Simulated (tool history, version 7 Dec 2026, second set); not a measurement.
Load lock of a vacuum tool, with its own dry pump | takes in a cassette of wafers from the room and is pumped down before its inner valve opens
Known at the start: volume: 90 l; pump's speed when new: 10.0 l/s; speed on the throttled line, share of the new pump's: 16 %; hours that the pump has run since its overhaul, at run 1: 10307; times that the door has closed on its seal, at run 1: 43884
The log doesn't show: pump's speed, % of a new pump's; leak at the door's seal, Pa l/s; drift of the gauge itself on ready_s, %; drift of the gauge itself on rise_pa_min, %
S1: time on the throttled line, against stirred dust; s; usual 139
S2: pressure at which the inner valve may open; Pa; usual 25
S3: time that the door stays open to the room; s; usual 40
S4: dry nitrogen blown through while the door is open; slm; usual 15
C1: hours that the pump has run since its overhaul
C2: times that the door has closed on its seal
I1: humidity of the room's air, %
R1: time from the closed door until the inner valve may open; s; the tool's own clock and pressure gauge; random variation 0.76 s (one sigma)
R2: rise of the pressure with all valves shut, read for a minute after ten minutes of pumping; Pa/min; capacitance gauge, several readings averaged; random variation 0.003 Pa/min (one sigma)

run 1 hour=0 | S1=139 S2=25 S3=40 S4=15 | C1=10307 C2=43884 | I1=48.9 | R1=197.6 R2=0.373
run 2 hour=198.4 | S1=160 S2=25 S3=40 S4=15 | C1=10506 C2=44531 | I1=43.7 | R1=215.8 R2=0.372
run 3 hour=480 | S1=160 S2=25 S3=40 S4=15 | C1=10787 C2=45449 | I1=43.7 | R1=215.8 R2=0.389
run 4 hour=671.6 | S1=160 S2=25 S3=40 S4=15 | C1=10979 C2=46075 | I1=47.6 | R1=214.4 R2=0.4
run 5 hour=878.5 | S1=160 S2=25 S3=40 S4=16 | C1=11186 C2=46750 | I1=45.6 | R1=215.9 R2=0.403
run 6 hour=1024.1 | S1=160 S2=25 S3=40 S4=16 | C1=11331 C2=47225 | I1=44.8 | R1=217 R2=0.416
run 7 hour=1222.7 | S1=160 S2=25 S3=40 S4=16 | C1=11530 C2=47873 | I1=42.3 | R1=216.4 R2=0.419
run 8 hour=1357.7 | S1=160 S2=25 S3=40 S4=16 | C1=11665 C2=48313 | I1=44.3 | R1=217.5 R2=0.422
run 9 hour=1633.7 | S1=160 S2=25 S3=40 S4=16 | C1=11941 C2=49213 | I1=44.9 | R1=216.8 R2=0.442
run 10 hour=1838.4 | S1=160 S2=25 S3=40 S4=16 | C1=12146 C2=49881 | I1=45.6 | R1=217 R2=0.447
run 11 hour=2084.7 | S1=160 S2=25 S3=40 S4=16 | C1=12392 C2=50685 | I1=43.3 | R1=216.5 R2=0.455
run 12 hour=2237.4 | S1=139 S2=48 S3=40 S4=15 | C1=12545 C2=51183 | I1=45.7 | R1=194.2 R2=0.473
run 13 hour=2417.4 | S1=139 S2=20 S3=40 S4=15 | C1=12725 C2=51770 | I1=46.1 | R1=202.3 R2=0.462
run 14 hour=2551.3 | S1=139 S2=20 S3=40 S4=15 | C1=12859 C2=52207 | I1=46.8 | R1=201.9 R2=0.485
run 15 hour=2817 | S1=139 S2=20 S3=40 S4=15 | C1=13124 C2=53074 | I1=51.2 | R1=203.7 R2=0.499
run 16 hour=3082.2 | S1=139 S2=25 S3=40 S4=15 | C1=13390 C2=53939 | I1=50.8 | R1=200.1 R2=0.523
run 17 hour=3277.3 | S1=139 S2=25 S3=40 S4=15 | C1=13585 C2=54575 | I1=45 | R1=200 R2=0.512
run 18 hour=3398.8 | S1=139 S2=25 S3=40 S4=45 | C1=13706 C2=54972 | I1=46.5 | R1=200.1 R2=0.526
run 19 hour=3672.1 | S1=139 S2=46 S3=84 S4=45 | C1=13979 C2=55863 | I1=45.3 | R1=195.1 R2=0.552
run 20 hour=3932.5 | S1=139 S2=46 S3=84 S4=45 | C1=14240 C2=56713 | I1=44.9 | R1=194.8 R2=0.555
run 21 hour=4053.9 | S1=139 S2=46 S3=84 S4=45 | C1=14361 C2=57109 | I1=47.5 | R1=195.4 R2=0.557
run 22 hour=4227.9 | S1=139 S2=21 S3=162 S4=15 | C1=14535 C2=57677 | I1=48.6 | R1=201.8 R2=0.573
run 23 hour=4350.4 | S1=113 S2=47 S3=182 S4=8 | C1=14658 C2=58076 | I1=42.7 | R1=173.4 R2=0.599
run 24 hour=4629.4 | S1=275 S2=36 S3=182 S4=8 | C1=14937 C2=58987 | I1=46.5 | R1=307.3 R2=0.599
run 25 hour=4859.5 | S1=92 S2=25 S3=40 S4=15 | C1=15167 C2=59737 | I1=42.9 | R1=163.7 R2=0.597
run 26 hour=5014.4 | S1=73 S2=27 S3=125 S4=34 | C1=15322 C2=60243 | I1=44.8 | R1=147.5 R2=0.613
run 27 hour=5226 | S1=73 S2=27 S3=125 S4=34 | C1=15533 C2=60933 | I1=46.5 | R1=148.2 R2=0.615
run 28 hour=5436 | S1=73 S2=27 S3=125 S4=34 | C1=15743 C2=61618 | I1=47.5 | R1=147.2 R2=0.632
run 29 hour=5635.9 | S1=73 S2=27 S3=125 S4=34 | C1=15943 C2=62270 | I1=43.9 | R1=149 R2=0.636
run 30 hour=5908.9 | S1=139 S2=25 S3=40 S4=5 | C1=16216 C2=63161 | I1=47.7 | R1=201.8 R2=0.662
-- hour=6018.6 door's seal changed, seat wiped
run 31 hour=6085.7 | S1=137 S2=38 S3=40 S4=35 | C1=16392 C2=219 | I1=44.9 | R1=198 R2=0.013
run 32 hour=6254.5 | S1=137 S2=38 S3=40 S4=35 | C1=16560 C2=770 | I1=45.7 | R1=196.2 R2=0.014
run 33 hour=6516.6 | S1=137 S2=38 S3=40 S4=35 | C1=16822 C2=1625 | I1=45.7 | R1=197.7 R2=0.015
-- hour=6590.6 dry pump taken out, an overhauled one fitted
run 34 hour=6658.9 | S1=277 S2=25 S3=33 S4=15 | C1=68 C2=2069 | I1=42.2 | R1=308.3 R2=0.023
run 35 hour=6890.9 | S1=277 S2=25 S3=33 S4=15 | C1=300 C2=2826 | I1=44.6 | R1=307.5 R2=0.021
run 36 hour=7133.1 | S1=277 S2=25 S3=33 S4=15 | C1=542 C2=3616 | I1=46.2 | R1=306.9 R2=0.019

Hidden state at the last listed run before each entry between runs and at the first one after, where it differs:
Between runs 30 and 31: door's seal changed, seat wiped (hour 6018.6)
  pump's speed, % of a new pump's: 83.6 -> 83.4; leak at the door's seal, Pa l/s: 0.9704 -> 0.0027
  measured less the result without the state, R1: +10.4 -> +10 s; R2: +0.644 -> +0 Pa/min
Between runs 33 and 34: dry pump taken out, an overhauled one fitted (hour 6590.6)
  pump's speed, % of a new pump's: 83 -> 99.8; leak at the door's seal, Pa l/s: 0.01 -> 0.0126
  measured less the result without the state, R1: +10.4 -> +0 s; R2: +0.005 -> +0.007 Pa/min
